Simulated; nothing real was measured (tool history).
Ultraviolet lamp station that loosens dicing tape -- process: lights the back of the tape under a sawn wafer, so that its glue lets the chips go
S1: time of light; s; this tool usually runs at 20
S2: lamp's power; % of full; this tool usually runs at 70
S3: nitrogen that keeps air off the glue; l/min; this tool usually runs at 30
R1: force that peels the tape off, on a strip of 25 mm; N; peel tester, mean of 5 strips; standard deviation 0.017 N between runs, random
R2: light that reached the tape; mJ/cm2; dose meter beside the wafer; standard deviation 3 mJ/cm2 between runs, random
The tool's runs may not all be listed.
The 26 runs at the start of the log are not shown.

run   hour  S1  S2  S3     R1   R2
 27  242.9  12  83  30  1.865  305
 28  250.7  12  83  30  1.742  297
 29  256.3  30  83  30  0.263  752
 30  265.7  26  87  15  0.589  685
 31  273.4  26  87  40  0.263  688
 32  281.9  11  70   9  4.245  232
 33  288.3  20  62  12  2.203  373
 34  297.7  20  62  12  2.241  371
 35  304.4  20  62  12  2.241  371
 36  316.5  29  87  11  0.624  751
 37  322.8  13  70  16  2.868  270
 38  331.1  38  85  15  0.276  963
 39  343.4  20  70  35  0.907  418
 40  351.3  20  70  35  0.895  416
 41  361.8  25  67  11  1.487  495
 42  368.9  25  77  27  0.539  565
 43  375.6  25  77  27  0.538  564

Here are 4 independent what-if runs from the current tool condition. What would each one return?
  A  384.9  23  65  41   ?   ?
  B  384.9  20  63  30   ?   ?
  C  384.9  36  90  11   ?   ?
  D  384.9  32  77  27   ?   ?

run     R1   R2
  A  0.690  443
  B  1.214  373
  C  0.372  957
  D  0.310  726
Without the tool's unlogged condition, the same runs would have read:
run     R1    R2
  A  0.554   487
  B  1.004   410
  C  0.301  1053
  D  0.255   799

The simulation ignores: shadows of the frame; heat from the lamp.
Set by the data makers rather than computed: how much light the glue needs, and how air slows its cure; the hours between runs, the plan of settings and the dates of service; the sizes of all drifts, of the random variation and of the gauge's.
